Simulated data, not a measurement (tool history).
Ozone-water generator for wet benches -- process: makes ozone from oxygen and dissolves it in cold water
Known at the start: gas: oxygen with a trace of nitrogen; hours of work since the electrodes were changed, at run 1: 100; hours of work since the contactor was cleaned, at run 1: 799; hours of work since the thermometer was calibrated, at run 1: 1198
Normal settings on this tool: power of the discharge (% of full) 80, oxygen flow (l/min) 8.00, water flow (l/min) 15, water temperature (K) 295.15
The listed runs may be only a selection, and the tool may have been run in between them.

run	hour	power of the discharge (% of full)	oxygen flow (l/min)	water flow (l/min)	water temperature (K)	hours of work since the electrodes were changed	hours of work since the contactor was cleaned	hours of work since the thermometer was calibrated	dissolved ozone (ppm)	ozone in the gas ahead of the water (g/m3)
1	0.0	80	8.00	15	295.15	100	799	1198	19.7	195.5
2	35.1	80	8.00	15	295.15	123	822	1221	19.4	198.9
3	56.8	80	8.00	17	295.15	137	836	1235	17.7	196.0
4	96.6	80	8.00	17	295.15	163	862	1261	17.4	193.4
5	121.7	80	8.00	17	295.15	179	878	1277	17.5	194.2
6	144.6	80	8.00	15	295.15	194	893	1292	19.7	196.9
7	173.4	80	8.00	15	295.15	212	912	1311	19.6	194.1
8	218.5	80	8.00	15	295.15	242	941	1340	19.3	194.5
9	242.2	80	8.00	15	291.15	257	957	1356	21.0	194.4
10	285.9	80	8.00	13	295.15	285	985	1384	21.6	194.0
11	318.5	80	8.00	13	295.15	307	1006	1405	21.6	193.0
12	345.2	80	8.00	20	293.15	324	1024	1422	15.5	194.1
13	371.7	80	8.00	12	297.15	341	1041	1440	21.6	192.8
14	396.0	71	8.68	18	295.15	357	1057	1455	15.0	172.0
15	436.8	71	8.68	18	295.15	384	1083	1482	14.9	170.9
16	476.2	53	5.83	15	295.15	409	1109	1508	15.9	180.2
17	511.5	53	5.83	23	294.15	432	1132	1530	10.6	180.1
18	550.7	55	7.27	23	293.15	458	1157	1556	10.9	164.9
19	578.3	45	8.00	15	288.15	475	1175	1574	15.9	138.8
20	608.8	80	8.00	21	297.15	495	1195	1594	13.5	190.8
21	650.3	80	8.00	11	291.15	522	1222	1621	26.4	192.6

Predict each of these 5 candidate next runs independently; none follows another, all start after run 21:
A	680.8	80	8.54	22	295.15	542	1242	1640	?	?
B	680.8	80	8.00	23	295.15	542	1242	1640	?	?
C	680.8	78	8.00	11	290.15	542	1242	1640	?	?
D	680.8	91	8.00	11	291.15	542	1242	1640	?	?
E	680.8	80	6.38	11	290.15	542	1242	1640	?	?

run	dissolved ozone (ppm)	ozone in the gas ahead of the water (g/m3)
A	13.2	184.3
B	12.5	191.6
C	26.6	188.4
D	27.9	203.0
E	28.4	217.8
Stripped of hidden state, with their random variation kept, the same runs would have yielded:
run	dissolved ozone (ppm)	ozone in the gas ahead of the water (g/m3)
A	14.1	189.9
B	13.3	197.5
C	28.1	194.1
D	29.6	209.7
E	30.1	224.5
